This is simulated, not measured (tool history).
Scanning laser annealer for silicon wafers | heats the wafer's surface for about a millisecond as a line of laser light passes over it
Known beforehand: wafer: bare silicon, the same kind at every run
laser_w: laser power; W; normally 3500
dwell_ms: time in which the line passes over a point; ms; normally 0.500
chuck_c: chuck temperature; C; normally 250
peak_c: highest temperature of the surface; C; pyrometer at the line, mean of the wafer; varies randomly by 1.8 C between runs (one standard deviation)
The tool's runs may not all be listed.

| run | hour | laser_w | dwell_ms | chuck_c | peak_c |
|---|---|---|---|---|---|
| 1 | 0.0 | 3500 | 0.500 | 250 | 1059 |
| 2 | 11.1 | 3500 | 0.500 | 250 | 1063 |
| 3 | 21.8 | 3500 | 0.500 | 250 | 1064 |
| 4 | 32.9 | 3500 | 0.500 | 279 | 1091 |
| 5 | 51.1 | 3500 | 0.500 | 279 | 1091 |
| 6 | 68.0 | 3500 | 0.407 | 250 | 989 |
| 7 | 83.1 | 3500 | 0.407 | 250 | 985 |
| 8 | 99.2 | 3500 | 0.477 | 250 | 1044 |
| 9 | 111.0 | 3500 | 0.477 | 250 | 1048 |
| 10 | 122.7 | 3500 | 0.477 | 250 | 1043 |
| 11 | 131.1 | 3500 | 0.477 | 250 | 1044 |
| 12 | 145.7 | 3126 | 0.477 | 214 | 899 |
| 13 | 162.9 | 3126 | 0.477 | 214 | 898 |
| 14 | 178.0 | 3126 | 0.568 | 214 | 956 |
| 15 | 186.3 | 3010 | 0.455 | 275 | 915 |
| 16 | 195.1 | 3010 | 0.455 | 275 | 916 |
| 17 | 204.9 | 3010 | 0.455 | 275 | 914 |
| 18 | 220.1 | 3538 | 0.500 | 250 | 1072 |
| 19 | 230.5 | 3538 | 0.519 | 250 | 1088 |
| 20 | 242.8 | 3488 | 0.411 | 244 | 984 |
| 21 | 260.0 | 3076 | 0.411 | 216 | 841 |

Forecast each of these 4 alternatives for the next run:
| A | 270.1 | 3018 | 0.411 | 233 | ? |
| B | 270.1 | 3617 | 0.411 | 216 | ? |
| C | 270.1 | 3076 | 0.550 | 229 | ? |
| D | 270.1 | 3559 | 0.557 | 216 | ? |

| run | peak_c |
|---|---|
| A | 844 |
| B | 989 |
| C | 946 |
| D | 1089 |
Take away the tool's hidden state, keep each run's random variation, and the runs would have read:
| run | peak_c |
|---|---|
| A | 845 |
| B | 991 |
| C | 947 |
| D | 1090 |
